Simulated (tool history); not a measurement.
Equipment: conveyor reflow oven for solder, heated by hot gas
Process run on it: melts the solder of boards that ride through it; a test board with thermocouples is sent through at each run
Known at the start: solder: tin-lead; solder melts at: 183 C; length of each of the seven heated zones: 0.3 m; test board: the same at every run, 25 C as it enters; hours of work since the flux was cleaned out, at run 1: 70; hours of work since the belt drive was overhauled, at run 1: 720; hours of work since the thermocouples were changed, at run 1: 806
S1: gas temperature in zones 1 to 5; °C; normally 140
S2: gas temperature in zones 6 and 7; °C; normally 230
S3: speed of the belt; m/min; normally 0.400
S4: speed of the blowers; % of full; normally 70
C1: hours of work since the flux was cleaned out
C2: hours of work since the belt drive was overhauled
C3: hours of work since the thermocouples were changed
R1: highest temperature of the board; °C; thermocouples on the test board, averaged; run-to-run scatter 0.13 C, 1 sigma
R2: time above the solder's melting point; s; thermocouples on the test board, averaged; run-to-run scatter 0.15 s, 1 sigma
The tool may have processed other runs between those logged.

{"run": 1, "hour": 0.0, "S1": 140, "S2": 230, "S3": 0.4, "S4": 70, "C1": 70, "C2": 720, "C3": 806, "R1": 215.2, "R2": 66.8}
{"run": 2, "hour": 16.3, "S1": 140, "S2": 230, "S3": 0.4, "S4": 70, "C1": 83, "C2": 733, "C3": 819, "R1": 215.0, "R2": 66.5}
{"run": 3, "hour": 32.3, "S1": 140, "S2": 230, "S3": 0.4, "S4": 70, "C1": 95, "C2": 745, "C3": 831, "R1": 215.2, "R2": 66.7}
{"run": 4, "hour": 54.0, "S1": 140, "S2": 230, "S3": 0.4, "S4": 70, "C1": 112, "C2": 762, "C3": 848, "R1": 215.2, "R2": 66.6}
{"run": 5, "hour": 75.2, "S1": 140, "S2": 230, "S3": 0.4, "S4": 70, "C1": 129, "C2": 779, "C3": 864, "R1": 215.2, "R2": 66.6}
{"hour": 92.6, "done": "thermocouples of zones 6 and 7 changed"}
{"run": 6, "hour": 103.1, "S1": 140, "S2": 230, "S3": 0.4, "S4": 70, "C1": 149, "C2": 799, "C3": 8, "R1": 215.1, "R2": 66.6}
{"run": 7, "hour": 121.4, "S1": 133, "S2": 230, "S3": 0.4, "S4": 70, "C1": 163, "C2": 813, "C3": 22, "R1": 213.9, "R2": 62.5}
{"hour": 134.5, "done": "flux residue cleaned out of gas plates and filters"}
{"run": 8, "hour": 152.1, "S1": 133, "S2": 230, "S3": 0.4, "S4": 70, "C1": 14, "C2": 833, "C3": 42, "R1": 213.9, "R2": 62.8}
{"run": 9, "hour": 175.9, "S1": 133, "S2": 230, "S3": 0.4, "S4": 70, "C1": 32, "C2": 851, "C3": 60, "R1": 214.1, "R2": 62.4}
{"run": 10, "hour": 191.1, "S1": 140, "S2": 219, "S3": 0.4, "S4": 70, "C1": 44, "C2": 863, "C3": 72, "R1": 205.5, "R2": 56.1}
{"run": 11, "hour": 202.9, "S1": 140, "S2": 230, "S3": 0.4, "S4": 70, "C1": 53, "C2": 872, "C3": 81, "R1": 215.0, "R2": 66.5}
{"run": 12, "hour": 230.1, "S1": 140, "S2": 230, "S3": 0.4, "S4": 70, "C1": 74, "C2": 893, "C3": 102, "R1": 215.2, "R2": 66.8}
{"run": 13, "hour": 245.5, "S1": 140, "S2": 230, "S3": 0.4, "S4": 70, "C1": 86, "C2": 905, "C3": 114, "R1": 215.3, "R2": 66.7}
{"run": 14, "hour": 272.0, "S1": 140, "S2": 230, "S3": 0.4, "S4": 70, "C1": 106, "C2": 925, "C3": 135, "R1": 215.2, "R2": 66.6}
{"run": 15, "hour": 298.5, "S1": 140, "S2": 230, "S3": 0.4, "S4": 70, "C1": 127, "C2": 946, "C3": 155, "R1": 215.2, "R2": 66.6}
{"hour": 317.3, "done": "belt drive overhauled, speed set with a stopwatch"}
{"run": 16, "hour": 325.9, "S1": 140, "S2": 230, "S3": 0.448, "S4": 70, "C1": 145, "C2": 7, "C3": 173, "R1": 212.0, "R2": 55.4}
{"run": 17, "hour": 340.3, "S1": 140, "S2": 230, "S3": 0.448, "S4": 70, "C1": 156, "C2": 18, "C3": 185, "R1": 211.4, "R2": 55.2}
{"hour": 364.2, "done": "flux residue cleaned out of gas plates and filters"}
{"run": 18, "hour": 370.2, "S1": 140, "S2": 230, "S3": 0.408, "S4": 87, "C1": 5, "C2": 37, "C3": 204, "R1": 217.2, "R2": 67.8}
{"run": 19, "hour": 393.5, "S1": 142, "S2": 234, "S3": 0.446, "S4": 75, "C1": 23, "C2": 55, "C3": 222, "R1": 216.5, "R2": 61.0}
{"run": 20, "hour": 419.7, "S1": 142, "S2": 234, "S3": 0.446, "S4": 75, "C1": 43, "C2": 75, "C3": 242, "R1": 216.4, "R2": 61.3}
{"run": 21, "hour": 439.1, "S1": 142, "S2": 234, "S3": 0.446, "S4": 75, "C1": 58, "C2": 90, "C3": 257, "R1": 216.5, "R2": 61.1}
{"run": 22, "hour": 458.6, "S1": 142, "S2": 234, "S3": 0.446, "S4": 75, "C1": 73, "C2": 105, "C3": 272, "R1": 216.4, "R2": 60.9}
{"run": 23, "hour": 470.5, "S1": 140, "S2": 230, "S3": 0.413, "S4": 69, "C1": 82, "C2": 115, "C3": 281, "R1": 213.9, "R2": 63.4}

Forecast run 24:
{"run": 24, "hour": 497.4, "S1": 134, "S2": 230, "S3": 0.455, "S4": 52, "C1": 103, "C2": 135, "C3": 302, "R1": "?", "R2": "?"}

Run 24 produced R1 205.0 °C, R2 44.0 s.
Were there no unlogged condition in the tool, this run, its random variation unchanged, would have produced R1 205.0 °C, R2 44.0 s.
